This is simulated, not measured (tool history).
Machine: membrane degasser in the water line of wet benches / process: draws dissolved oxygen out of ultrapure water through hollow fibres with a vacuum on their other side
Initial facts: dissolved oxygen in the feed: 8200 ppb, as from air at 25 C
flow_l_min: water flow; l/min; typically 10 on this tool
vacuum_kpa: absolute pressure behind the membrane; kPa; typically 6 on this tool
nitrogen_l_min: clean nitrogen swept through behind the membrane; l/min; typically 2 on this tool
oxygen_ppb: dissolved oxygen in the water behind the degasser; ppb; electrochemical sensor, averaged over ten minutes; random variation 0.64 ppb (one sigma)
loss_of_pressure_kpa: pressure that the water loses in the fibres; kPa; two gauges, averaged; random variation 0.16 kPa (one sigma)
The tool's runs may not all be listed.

run,day,flow_l_min,vacuum_kpa,nitrogen_l_min,oxygen_ppb,loss_of_pressure_kpa
1,0,10,6,2,58.4,25.98
2,1.558,10,7.43,2,75.7,25.82
3,2.55,10,6,2,58.8,25.89
4,4.188,10,6,2,57.9,26.26
5,5.933,10,6,2,58.1,25.9
6,7.704,10,6,2,56.9,25.99
7,8.675,10,6,2,58.4,26.05
8,10,10,6,2,58,26.23
9,11.388,10,6,2,57.1,26.08
10,13.067,10,6,5.81,36.8,25.81
# day 14.725: vacuum gauge calibrated
11,15.333,10,6,5.81,35.9,25.74
12,16.371,10,6,5.81,36.1,25.99
13,18.204,12,6,5.81,67.1,31.26
14,19.712,10,10.11,1.25,154.2,26.03
15,22.033,10,8.17,2,84.3,25.87
16,23.896,15,4.84,0.82,188.8,39.15
17,25.975,14,11.64,1.46,282.6,36.49
18,27.754,7,6,2,27.9,18.24
19,29.704,13,4.51,2.24,93.6,34.2
20,31.754,13,4.51,2.24,92.2,33.88
21,33.279,10,7.97,2,81.4,26.29
22,35.1,7,6,1.15,45.4,18.34
23,36.667,7,6,1.15,45.7,18.12
24,37.712,7,6,1.15,45,18.28
25,38.788,7,6,1.15,47.1,18.39

4 options for the next run, each taken on its own from the tool as it stands now. Forecast them:
A,41.062,8,6,2,?,?
B,41.062,6,8.03,2,?,?
C,41.062,7,9.65,3.05,?,?
D,41.062,7,4.56,4.53,?,?

run,oxygen_ppb,loss_of_pressure_kpa
A,35.3,20.76
B,37.9,15.59
C,41.2,18.51
D,8.8,18.37
Take away the tool's hidden state, keep each run's random variation, and the runs would have read:
run,oxygen_ppb,loss_of_pressure_kpa
A,33.9,20.61
B,36.4,15.48
C,39.7,18.38
D,8.3,18.24

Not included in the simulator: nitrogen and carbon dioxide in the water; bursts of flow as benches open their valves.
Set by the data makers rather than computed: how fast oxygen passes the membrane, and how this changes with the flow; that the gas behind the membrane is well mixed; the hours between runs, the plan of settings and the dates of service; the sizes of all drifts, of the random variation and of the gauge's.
